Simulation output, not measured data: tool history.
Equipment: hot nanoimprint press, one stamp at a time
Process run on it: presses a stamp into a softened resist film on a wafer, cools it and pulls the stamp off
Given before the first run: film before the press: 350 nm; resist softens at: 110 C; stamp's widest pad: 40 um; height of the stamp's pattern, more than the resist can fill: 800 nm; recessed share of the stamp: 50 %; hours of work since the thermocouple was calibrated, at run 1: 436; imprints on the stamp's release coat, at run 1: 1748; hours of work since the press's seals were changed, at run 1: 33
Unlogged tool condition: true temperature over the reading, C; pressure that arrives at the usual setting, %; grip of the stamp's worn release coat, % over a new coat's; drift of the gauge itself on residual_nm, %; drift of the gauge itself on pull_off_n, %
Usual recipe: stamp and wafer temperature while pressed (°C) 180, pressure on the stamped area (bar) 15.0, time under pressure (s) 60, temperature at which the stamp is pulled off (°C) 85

run   hour  stamp and wafer temperature while pressed (°C)  pressure on the stamped area (bar)  time under pressure (s)  temperature at which the stamp is pulled off (°C)  hours of work since the thermocouple was calibrated  imprints on the stamp's release coat  hours of work since the press's seals were changed  resist left under the stamp's widest pad (angstrom)  greatest force while the stamp is pulled off (N)
  1    0.0                                             180                                15.0                       60                                                 85                                                  436                                  1748                                                  33                                                 2082                                               305
  2    7.3                                             173                                15.0                       60                                                 85                                                  440                                  1768                                                  38                                                 2745                                               316
  3   15.5                                             180                                15.0                       60                                                 85                                                  445                                  1790                                                  43                                                 2081                                               325
  4   21.7                                             180                                15.0                       60                                                 85                                                  449                                  1806                                                  46                                                 2086                                               321
  5   27.7                                             190                                15.0                       60                                                 85                                                  453                                  1823                                                  50                                                 1227                                               338
  6   33.3                                             180                                15.0                       60                                                 85                                                  456                                  1838                                                  54                                                 2109                                               333
  7   38.0                                             180                                15.0                       60                                                 72                                                  459                                  1850                                                  56                                                 2094                                               354
  8   46.9                                             180                                15.0                       74                                                 85                                                  465                                  1874                                                  62                                                 1983                                               326
  9   53.8                                             180                                15.0                       74                                                 85                                                  469                                  1893                                                  66                                                 1953                                               340
 10   60.2                                             180                                13.4                       74                                                 85                                                  473                                  1910                                                  70                                                 2049                                               341
 11   65.9                                             180                                15.0                       60                                                 85                                                  476                                  1926                                                  74                                                 2107                                               325
 12   71.3                                             180                                15.0                       60                                                 85                                                  480                                  1940                                                  77                                                 2118                                               343
 13   80.1                                             180                                15.0                       60                                                 85                                                  485                                  1964                                                  83                                                 2097                                               340
      85.5  -- plate thermocouple calibrated
 14   89.5                                             180                                15.0                       60                                                 85                                                    2                                  1981                                                  87                                                 1868                                               320
 15   94.7                                             180                                15.0                       60                                                 85                                                    6                                  1995                                                  90                                                 1861                                               337
 16  102.3                                             175                                15.0                       34                                                 85                                                   10                                  2016                                                  95                                                 2713                                               333
 17  109.2                                             185                                15.0                       86                                                 93                                                   15                                  2034                                                  99                                                 1232                                               323
 18  117.3                                             184                                15.0                       49                                                 85                                                   20                                  2056                                                 104                                                 1646                                               332
 19  125.2                                             188                                15.0                       60                                                 86                                                   25                                  2077                                                 109                                                 1225                                               344
 20  132.5                                             190                                13.1                       60                                                 89                                                   29                                  2097                                                 113                                                 1166                                               342
 21  137.1                                             190                                13.1                       60                                                 89                                                   32                                  2109                                                 116                                                 1174                                               329
 22  143.3                                             169                                15.0                       60                                                 73                                                   36                                  2126                                                 120                                                 2928                                               393
 23  147.8                                             169                                15.0                       72                                                 71                                                   39                                  2138                                                 123                                                 2811                                               386
 24  155.1                                             177                                18.2                       31                                                 81                                                   43                                  2158                                                 127                                                 2487                                               368
 25  160.2                                             177                                18.2                       31                                                 81                                                   46                                  2172                                                 130                                                 2473                                               332
 26  167.1                                             177                                18.2                       31                                                 81                                                   51                                  2190                                                 135                                                 2513                                               367
 27  175.9                                             188                                10.8                       31                                                 73                                                   56                                  2214                                                 140                                                 1842                                               381
 28  185.1                                             188                                10.8                       31                                                 73                                                   62                                  2239                                                 146                                                 1843                                               377
 29  191.0                                             173                                10.8                       47                                                 82                                                   65                                  2255                                                 149                                                 2914                                               360

Pick out some run-to-run changes in resist left under the stamp's widest pad (angstrom). Of each, how much would a tool without hidden state show as well, from the settings, what came in and chance, and how much is left for the hidden state and any gauge scatter not in both results compared?
Run 5 -> 6: stamp and wafer temperature while pressed (°C) 190 -> 180. resist left under the stamp's widest pad (angstrom) +882: hidden state +78, all else +804.
Run 13 -> 14: plate thermocouple calibrated. resist left under the stamp's widest pad (angstrom) -229: hidden state -228, all else -1.
Run 16 -> 17: stamp and wafer temperature while pressed (°C) 175 -> 185, time under pressure (s) 34 -> 86, temperature at which the stamp is pulled off (°C) 85 -> 93. resist left under the stamp's widest pad (angstrom) -1481: hidden state +0, all else -1481.
Run 21 -> 22: stamp and wafer temperature while pressed (°C) 190 -> 169, pressure on the stamped area (bar) 13.1 -> 15.0, temperature at which the stamp is pulled off (°C) 89 -> 73. resist left under the stamp's widest pad (angstrom) +1754: hidden state +4, all else +1750.
